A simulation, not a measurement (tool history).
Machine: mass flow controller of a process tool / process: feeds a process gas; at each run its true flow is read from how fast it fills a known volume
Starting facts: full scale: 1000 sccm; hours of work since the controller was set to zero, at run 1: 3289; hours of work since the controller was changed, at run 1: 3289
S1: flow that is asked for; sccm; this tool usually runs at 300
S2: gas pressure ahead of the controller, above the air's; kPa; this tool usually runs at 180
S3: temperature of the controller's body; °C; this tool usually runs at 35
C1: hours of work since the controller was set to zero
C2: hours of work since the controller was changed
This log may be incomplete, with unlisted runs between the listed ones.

{"run": 1, "hour": 0.0, "S1": 300, "S2": 180, "S3": 35, "C1": 3289, "C2": 3289, "true flow (%)": 97.17}
{"run": 2, "hour": 360.7, "S1": 300, "S2": 180, "S3": 35, "C1": 3488, "C2": 3488, "true flow (%)": 96.93}
{"run": 3, "hour": 640.5, "S1": 300, "S2": 180, "S3": 35, "C1": 3642, "C2": 3642, "true flow (%)": 96.92}
{"run": 4, "hour": 1029.1, "S1": 300, "S2": 180, "S3": 35, "C1": 3857, "C2": 3857, "true flow (%)": 96.7}
{"run": 5, "hour": 1558.5, "S1": 308, "S2": 180, "S3": 35, "C1": 4150, "C2": 4150, "true flow (%)": 96.65}
{"run": 6, "hour": 2072.8, "S1": 300, "S2": 180, "S3": 29, "C1": 4434, "C2": 4434, "true flow (%)": 95.91}
{"run": 7, "hour": 2437.5, "S1": 300, "S2": 180, "S3": 27, "C1": 4635, "C2": 4635, "true flow (%)": 95.86}
{"run": 8, "hour": 2865.8, "S1": 300, "S2": 180, "S3": 27, "C1": 4872, "C2": 4872, "true flow (%)": 95.5}
{"run": 9, "hour": 3322.5, "S1": 300, "S2": 180, "S3": 27, "C1": 5124, "C2": 5124, "true flow (%)": 95.31}
{"run": 10, "hour": 3575.5, "S1": 300, "S2": 180, "S3": 27, "C1": 5264, "C2": 5264, "true flow (%)": 95.26}
{"run": 11, "hour": 3946.5, "S1": 300, "S2": 180, "S3": 27, "C1": 5469, "C2": 5469, "true flow (%)": 95.08}
{"run": 12, "hour": 4471.6, "S1": 300, "S2": 180, "S3": 21, "C1": 5759, "C2": 5759, "true flow (%)": 94.55}
{"run": 13, "hour": 4710.6, "S1": 300, "S2": 180, "S3": 21, "C1": 5891, "C2": 5891, "true flow (%)": 94.33}
{"run": 14, "hour": 5140.1, "S1": 300, "S2": 180, "S3": 35, "C1": 6128, "C2": 6128, "true flow (%)": 95.16}
{"hour": 5182.2, "done": "controller's zero set anew"}
{"run": 15, "hour": 5378.0, "S1": 300, "S2": 180, "S3": 39, "C1": 108, "C2": 6259, "true flow (%)": 94.33}
{"run": 16, "hour": 5804.8, "S1": 300, "S2": 180, "S3": 35, "C1": 344, "C2": 6495, "true flow (%)": 93.81}
{"run": 17, "hour": 6251.5, "S1": 271, "S2": 180, "S3": 38, "C1": 591, "C2": 6742, "true flow (%)": 93.08}
{"run": 18, "hour": 6509.5, "S1": 271, "S2": 180, "S3": 38, "C1": 733, "C2": 6884, "true flow (%)": 92.96}
{"run": 19, "hour": 6949.8, "S1": 271, "S2": 180, "S3": 38, "C1": 976, "C2": 7128, "true flow (%)": 92.91}
{"run": 20, "hour": 7185.7, "S1": 300, "S2": 189, "S3": 35, "C1": 1107, "C2": 7258, "true flow (%)": 93.23}
{"run": 21, "hour": 7408.4, "S1": 300, "S2": 189, "S3": 35, "C1": 1230, "C2": 7381, "true flow (%)": 93.18}
{"run": 22, "hour": 7682.6, "S1": 130, "S2": 153, "S3": 30, "C1": 1381, "C2": 7532, "true flow (%)": 84.98}
{"run": 23, "hour": 8044.8, "S1": 130, "S2": 153, "S3": 30, "C1": 1581, "C2": 7733, "true flow (%)": 84.64}
{"hour": 8153.4, "done": "controller's zero set anew, once more"}
{"run": 24, "hour": 8271.9, "S1": 847, "S2": 243, "S3": 20, "C1": 65, "C2": 7858, "true flow (%)": 98.36}
{"run": 25, "hour": 8777.6, "S1": 847, "S2": 243, "S3": 20, "C1": 345, "C2": 8137, "true flow (%)": 98.28}
{"run": 26, "hour": 9140.1, "S1": 209, "S2": 147, "S3": 24, "C1": 545, "C2": 8337, "true flow (%)": 97.87}
{"run": 27, "hour": 9378.3, "S1": 209, "S2": 197, "S3": 30, "C1": 677, "C2": 8469, "true flow (%)": 97.75}
{"run": 28, "hour": 9771.1, "S1": 675, "S2": 143, "S3": 32, "C1": 894, "C2": 8686, "true flow (%)": 99.37}
{"run": 29, "hour": 10151.0, "S1": 675, "S2": 143, "S3": 32, "C1": 1104, "C2": 8896, "true flow (%)": 99.15}
{"run": 30, "hour": 10464.2, "S1": 176, "S2": 201, "S3": 26, "C1": 1277, "C2": 9069, "true flow (%)": 96.7}
{"run": 31, "hour": 10693.9, "S1": 176, "S2": 201, "S3": 26, "C1": 1403, "C2": 9196, "true flow (%)": 96.5}

Branching from run 31: 5 alternative next runs. What would each branch give?
{"run": "A", "hour": 11047.5, "S1": 176, "S2": 256, "S3": 26, "C1": 1599, "C2": 9391, "true flow (%)": "?"}
{"run": "B", "hour": 11047.5, "S1": 176, "S2": 259, "S3": 26, "C1": 1599, "C2": 9391, "true flow (%)": "?"}
{"run": "C", "hour": 11047.5, "S1": 176, "S2": 191, "S3": 36, "C1": 1599, "C2": 9391, "true flow (%)": "?"}
{"run": "D", "hour": 11047.5, "S1": 197, "S2": 180, "S3": 31, "C1": 1599, "C2": 9391, "true flow (%)": "?"}
{"run": "E", "hour": 11047.5, "S1": 300, "S2": 195, "S3": 33, "C1": 1599, "C2": 9391, "true flow (%)": "?"}

run=A true_flow_(%)=95.87
run=B true_flow_(%)=95.75
run=C true_flow_(%)=96.98
run=D true_flow_(%)=96.89
run=E true_flow_(%)=97.48
What these runs would have given with no unlogged condition in the tool:
run=A true_flow_(%)=98.6
run=B true_flow_(%)=98.47
run=C true_flow_(%)=99.7
run=D true_flow_(%)=99.42
run=E true_flow_(%)=99.45

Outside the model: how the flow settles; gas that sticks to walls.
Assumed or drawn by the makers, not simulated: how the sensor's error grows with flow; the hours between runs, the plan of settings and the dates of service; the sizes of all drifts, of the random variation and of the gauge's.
